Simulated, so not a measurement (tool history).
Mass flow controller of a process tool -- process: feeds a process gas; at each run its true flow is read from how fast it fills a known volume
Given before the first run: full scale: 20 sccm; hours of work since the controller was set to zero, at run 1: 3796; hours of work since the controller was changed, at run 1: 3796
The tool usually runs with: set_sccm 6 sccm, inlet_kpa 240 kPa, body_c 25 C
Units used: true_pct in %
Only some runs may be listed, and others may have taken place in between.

| run | hour | set_sccm | inlet_kpa | body_c | hours of work since the controller was set to zero | hours of work since the controller was changed | true_pct |
|---|---|---|---|---|---|---|---|
| 1 | 0.0 | 6 | 240 | 25 | 3796 | 3796 | 99.96 |
| 2 | 317.9 | 6 | 240 | 25 | 3899 | 3899 | 100.00 |
| 3 | 467.2 | 6 | 196 | 25 | 3948 | 3948 | 100.05 |
| 4 | 695.6 | 6 | 196 | 25 | 4022 | 4022 | 100.11 |
| 5 | 1011.6 | 6 | 196 | 39 | 4125 | 4125 | 101.61 |
| 6 | 1176.1 | 6 | 196 | 39 | 4178 | 4178 | 101.70 |
| 7 | 1373.5 | 6 | 234 | 39 | 4243 | 4243 | 101.68 |
| 8 | 1505.0 | 6 | 240 | 25 | 4285 | 4285 | 100.04 |
| 9 | 1685.5 | 6 | 240 | 25 | 4344 | 4344 | 100.02 |
| 10 | 1828.1 | 6 | 240 | 27 | 4391 | 4391 | 100.30 |
| 11 | 2042.0 | 6 | 240 | 25 | 4460 | 4460 | 99.90 |
| 12 | 2225.8 | 6 | 240 | 25 | 4520 | 4520 | 100.01 |
| 13 | 2490.5 | 6 | 240 | 25 | 4606 | 4606 | 100.08 |
| 14 | 2676.8 | 6 | 240 | 25 | 4667 | 4667 | 100.14 |
| 15 | 2813.4 | 5 | 240 | 25 | 4711 | 4711 | 99.69 |
| 16 | 3118.1 | 5 | 240 | 25 | 4810 | 4810 | 99.65 |
|  | 3144.8 | controller's zero set anew |
| 17 | 3332.7 | 6 | 240 | 23 | 61 | 4880 | 99.66 |
| 18 | 3512.4 | 6 | 240 | 31 | 120 | 4938 | 100.47 |
| 19 | 3682.5 | 6 | 240 | 25 | 175 | 4993 | 99.82 |
| 20 | 3854.2 | 6 | 240 | 25 | 231 | 5049 | 99.78 |
| 21 | 4019.7 | 6 | 240 | 25 | 285 | 5103 | 99.87 |
| 22 | 4170.7 | 6 | 240 | 25 | 334 | 5152 | 99.77 |
| 23 | 4393.2 | 6 | 240 | 25 | 406 | 5225 | 99.84 |
|  | 4437.7 | controller's zero set anew, once more |
| 24 | 4619.8 | 6 | 240 | 25 | 59 | 5298 | 102.26 |
| 25 | 4937.8 | 6 | 240 | 25 | 163 | 5402 | 102.20 |
| 26 | 5192.0 | 6 | 206 | 31 | 245 | 5484 | 102.70 |
| 27 | 5489.0 | 2 | 221 | 21 | 342 | 5581 | 101.06 |
| 28 | 5668.6 | 12 | 221 | 26 | 400 | 5639 | 102.62 |
| 29 | 5908.9 | 5 | 146 | 25 | 478 | 5717 | 102.24 |
| 30 | 6043.4 | 6 | 159 | 23 | 522 | 5761 | 101.98 |
| 31 | 6213.8 | 6 | 167 | 25 | 578 | 5817 | 102.28 |
| 32 | 6497.3 | 7 | 190 | 38 | 670 | 5909 | 103.75 |
| 33 | 6687.5 | 4 | 245 | 38 | 732 | 5971 | 103.31 |
| 34 | 6818.3 | 4 | 254 | 21 | 774 | 6013 | 101.44 |
| 35 | 6957.1 | 4 | 254 | 21 | 819 | 6058 | 101.44 |
| 36 | 7152.8 | 4 | 235 | 21 | 883 | 6122 | 101.39 |
| 37 | 7474.5 | 3 | 240 | 35 | 988 | 6227 | 102.61 |
| 38 | 7666.1 | 3 | 149 | 28 | 1050 | 6289 | 102.10 |
| 39 | 7847.6 | 10 | 177 | 40 | 1109 | 6348 | 104.40 |
| 40 | 8003.2 | 6 | 205 | 25 | 1160 | 6398 | 102.25 |
| 41 | 8237.2 | 3 | 217 | 27 | 1236 | 6475 | 101.75 |
| 42 | 8526.0 | 3 | 145 | 25 | 1330 | 6568 | 101.50 |
| 43 | 8768.5 | 3 | 198 | 25 | 1408 | 6647 | 101.52 |
| 44 | 8946.3 | 3 | 187 | 36 | 1466 | 6705 | 102.72 |
| 45 | 9147.6 | 3 | 187 | 36 | 1532 | 6771 | 102.57 |
| 46 | 9458.9 | 11 | 187 | 36 | 1633 | 6872 | 104.07 |
| 47 | 9753.8 | 6 | 147 | 28 | 1729 | 6968 | 102.67 |
| 48 | 10016.6 | 12 | 267 | 25 | 1814 | 7053 | 102.88 |

Predict each of these 4 candidate next runs independently; none follows another, all start after run 48:
| A | 10309.7 | 6 | 261 | 25 | 1910 | 7149 | ? |
| B | 10309.7 | 3 | 189 | 36 | 1910 | 7149 | ? |
| C | 10309.7 | 12 | 185 | 27 | 1910 | 7149 | ? |
| D | 10309.7 | 4 | 178 | 28 | 1910 | 7149 | ? |

| run | true_pct |
|---|---|
| A | 102.27 |
| B | 102.62 |
| C | 103.31 |
| D | 102.19 |
With the hidden condition removed and each run's random variation left untouched, the same runs would have given:
| run | true_pct |
|---|---|
| A | 99.49 |
| B | 100.78 |
| C | 100.06 |
| D | 99.88 |
